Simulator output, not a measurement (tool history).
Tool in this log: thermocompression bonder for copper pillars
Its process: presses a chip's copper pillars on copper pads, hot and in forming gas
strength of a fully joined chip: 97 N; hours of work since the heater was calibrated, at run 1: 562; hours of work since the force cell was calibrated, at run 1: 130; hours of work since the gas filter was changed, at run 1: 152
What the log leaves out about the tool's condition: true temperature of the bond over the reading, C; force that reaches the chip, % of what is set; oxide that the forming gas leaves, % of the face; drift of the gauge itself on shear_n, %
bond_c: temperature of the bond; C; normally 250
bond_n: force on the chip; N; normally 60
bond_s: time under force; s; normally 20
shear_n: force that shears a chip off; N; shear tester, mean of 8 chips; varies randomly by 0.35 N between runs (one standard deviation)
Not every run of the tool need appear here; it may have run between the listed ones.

run,hour,bond_c,bond_n,bond_s,hours of work since the heater was calibrated,hours of work since the force cell was calibrated,hours of work since the gas filter was changed,shear_n
1,0,250,60,20,562,130,152,70.7
2,14.6,250,60,20,573,141,163,70.2
3,25.4,250,60,20,582,150,172,70.8
4,35.1,250,60,20,589,157,179,70.7
5,50.1,250,60,20,601,169,191,71
6,66.5,250,60,20,614,182,204,70.2
7,83.1,250,60,20,627,195,217,70.6
# hour 90.4: forming gas filter changed
8,100.5,250,60,41,640,208,8,81.7
9,109.7,250,60,41,647,215,15,81.1
10,118.9,250,46,20,654,222,22,63.2
11,135.3,250,60,20,667,235,35,70.4
12,144.3,250,60,20,674,242,42,70.6
13,160.5,250,60,20,687,255,55,70.7
14,173.2,279,90,20,696,265,65,89.8
15,186.9,236,90,55,707,276,75,88.4
16,206.6,236,90,55,723,291,91,88.9
# hour 212.4: heater calibrated with a thermocouple chip
17,217.4,236,90,55,4,298,98,88.1
18,234.3,250,38,19,17,311,111,56
19,244.1,257,38,45,25,319,118,75.3
20,260.4,265,73,20,37,331,131,83
21,281.8,265,73,20,54,348,148,82.3
22,290.9,252,67,38,61,355,155,84.4
23,300.1,250,60,22,68,362,162,72.1
24,313.2,278,48,35,79,373,172,86

What will run 25 give?
25,333.4,250,48,20,94,388,188,?

shear_n: 63.8 N
Minus the tool's unlogged condition, the same run would have read shear_n 63.8 N.

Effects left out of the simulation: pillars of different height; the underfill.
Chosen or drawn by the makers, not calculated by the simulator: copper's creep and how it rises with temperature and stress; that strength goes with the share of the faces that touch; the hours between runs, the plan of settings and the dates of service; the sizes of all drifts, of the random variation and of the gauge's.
